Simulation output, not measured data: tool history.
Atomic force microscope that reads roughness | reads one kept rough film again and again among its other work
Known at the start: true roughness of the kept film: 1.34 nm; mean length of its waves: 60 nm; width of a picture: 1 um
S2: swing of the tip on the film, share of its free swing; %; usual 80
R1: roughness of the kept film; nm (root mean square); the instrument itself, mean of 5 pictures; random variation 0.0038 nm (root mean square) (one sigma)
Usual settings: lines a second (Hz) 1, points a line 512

run 1 hour=0 | lines_a_second_(Hz)=1 S2=80 points_a_line=512 | R1=1.255
run 2 hour=26.7 | lines_a_second_(Hz)=1 S2=80 points_a_line=512 | R1=1.254
run 3 hour=46.8 | lines_a_second_(Hz)=1 S2=80 points_a_line=512 | R1=1.255
run 4 hour=72.7 | lines_a_second_(Hz)=1 S2=80 points_a_line=512 | R1=1.244
run 5 hour=88.6 | lines_a_second_(Hz)=1 S2=70 points_a_line=512 | R1=1.278
run 6 hour=102.3 | lines_a_second_(Hz)=1 S2=70 points_a_line=512 | R1=1.273
run 7 hour=132.3 | lines_a_second_(Hz)=1 S2=80 points_a_line=512 | R1=1.248
run 8 hour=149.9 | lines_a_second_(Hz)=1 S2=80 points_a_line=512 | R1=1.239
run 9 hour=173.7 | lines_a_second_(Hz)=1 S2=80 points_a_line=512 | R1=1.242
run 10 hour=206 | lines_a_second_(Hz)=1.68 S2=80 points_a_line=512 | R1=1.197
run 11 hour=236 | lines_a_second_(Hz)=1.68 S2=80 points_a_line=512 | R1=1.213
run 12 hour=255.6 | lines_a_second_(Hz)=1.68 S2=80 points_a_line=512 | R1=1.211
run 13 hour=275.7 | lines_a_second_(Hz)=1.68 S2=80 points_a_line=512 | R1=1.214
run 14 hour=304 | lines_a_second_(Hz)=1 S2=80 points_a_line=512 | R1=1.246
run 15 hour=317.4 | lines_a_second_(Hz)=1 S2=80 points_a_line=512 | R1=1.246
run 16 hour=335.7 | lines_a_second_(Hz)=1 S2=80 points_a_line=799 | R1=1.249
run 17 hour=358.2 | lines_a_second_(Hz)=1 S2=80 points_a_line=512 | R1=1.249
run 18 hour=387.5 | lines_a_second_(Hz)=1 S2=80 points_a_line=387 | R1=1.24
run 19 hour=412.7 | lines_a_second_(Hz)=1 S2=80 points_a_line=512 | R1=1.233
run 20 hour=426.2 | lines_a_second_(Hz)=1 S2=76 points_a_line=512 | R1=1.245
run 21 hour=459.3 | lines_a_second_(Hz)=1.35 S2=80 points_a_line=512 | R1=1.237
run 22 hour=478.1 | lines_a_second_(Hz)=1 S2=80 points_a_line=684 | R1=1.255
run 23 hour=492.6 | lines_a_second_(Hz)=1 S2=80 points_a_line=512 | R1=1.252
run 24 hour=524.7 | lines_a_second_(Hz)=1 S2=80 points_a_line=512 | R1=1.24
run 25 hour=548.3 | lines_a_second_(Hz)=1 S2=80 points_a_line=512 | R1=1.243
run 26 hour=580.8 | lines_a_second_(Hz)=1 S2=79 points_a_line=427 | R1=1.239
run 27 hour=603.9 | lines_a_second_(Hz)=1 S2=75 points_a_line=427 | R1=1.248
run 28 hour=630.4 | lines_a_second_(Hz)=1 S2=75 points_a_line=427 | R1=1.243
run 29 hour=659.2 | lines_a_second_(Hz)=1 S2=75 points_a_line=427 | R1=1.271
run 30 hour=677.1 | lines_a_second_(Hz)=1 S2=67 points_a_line=427 | R1=1.29
run 31 hour=698.3 | lines_a_second_(Hz)=1.98 S2=66 points_a_line=892 | R1=1.251
run 32 hour=715.1 | lines_a_second_(Hz)=1.98 S2=85 points_a_line=347 | R1=1.154
run 33 hour=747.5 | lines_a_second_(Hz)=3.09 S2=65 points_a_line=819 | R1=1.217
run 34 hour=772.2 | lines_a_second_(Hz)=2.35 S2=68 points_a_line=512 | R1=1.226
run 35 hour=797.2 | lines_a_second_(Hz)=2.35 S2=68 points_a_line=512 | R1=1.23
run 36 hour=812.5 | lines_a_second_(Hz)=0.86 S2=68 points_a_line=512 | R1=1.267
run 37 hour=843.4 | lines_a_second_(Hz)=1.21 S2=68 points_a_line=736 | R1=1.256
run 38 hour=856.9 | lines_a_second_(Hz)=1.21 S2=71 points_a_line=736 | R1=1.245
run 39 hour=876.2 | lines_a_second_(Hz)=1.21 S2=71 points_a_line=736 | R1=1.268
run 40 hour=890.8 | lines_a_second_(Hz)=0.65 S2=81 points_a_line=736 | R1=1.268
run 41 hour=907.8 | lines_a_second_(Hz)=0.65 S2=87 points_a_line=432 | R1=1.258
run 42 hour=925.6 | lines_a_second_(Hz)=0.65 S2=87 points_a_line=432 | R1=1.249
run 43 hour=951.1 | lines_a_second_(Hz)=1.05 S2=58 points_a_line=432 | R1=1.298
run 44 hour=968.6 | lines_a_second_(Hz)=1.05 S2=58 points_a_line=910 | R1=1.287
run 45 hour=1000.9 | lines_a_second_(Hz)=1.91 S2=85 points_a_line=1003 | R1=1.152
run 46 hour=1015.6 | lines_a_second_(Hz)=1.91 S2=85 points_a_line=1003 | R1=1.152
run 47 hour=1046.6 | lines_a_second_(Hz)=0.9 S2=77 points_a_line=930 | R1=1.245

Not shown: 4 entries that the log had between the listed runs. Between which runs, and how does the tool's hidden state differ before and after?
Between runs 10 and 11: new tip fitted (hour 211)
  radius of the tip, nm: 18.8 -> 6.7; height scale over the true one, %: -0.36 -> -0.37
  measured less the result without the state, R1: -0.029 -> -0.007 nm (root mean square)
Between runs 20 and 21: new tip fitted (hour 430.2)
  radius of the tip, nm: 18.2 -> 7.2; height scale over the true one, %: -0.49 -> -0.51
  measured less the result without the state, R1: -0.03 -> -0.01 nm (root mean square)
Between runs 28 and 29: new tip fitted (hour 648.6)
  radius of the tip, nm: 17.3 -> 5.5; height scale over the true one, %: -0.61 -> -0.63
  measured less the result without the state, R1: -0.03 -> -0.01 nm (root mean square)
Between runs 38 and 39: new tip fitted (hour 868.2)
  radius of the tip, nm: 17.6 -> 5.8; height scale over the true one, %: -0.75 -> -0.76
  measured less the result without the state, R1: -0.032 -> -0.011 nm (root mean square)
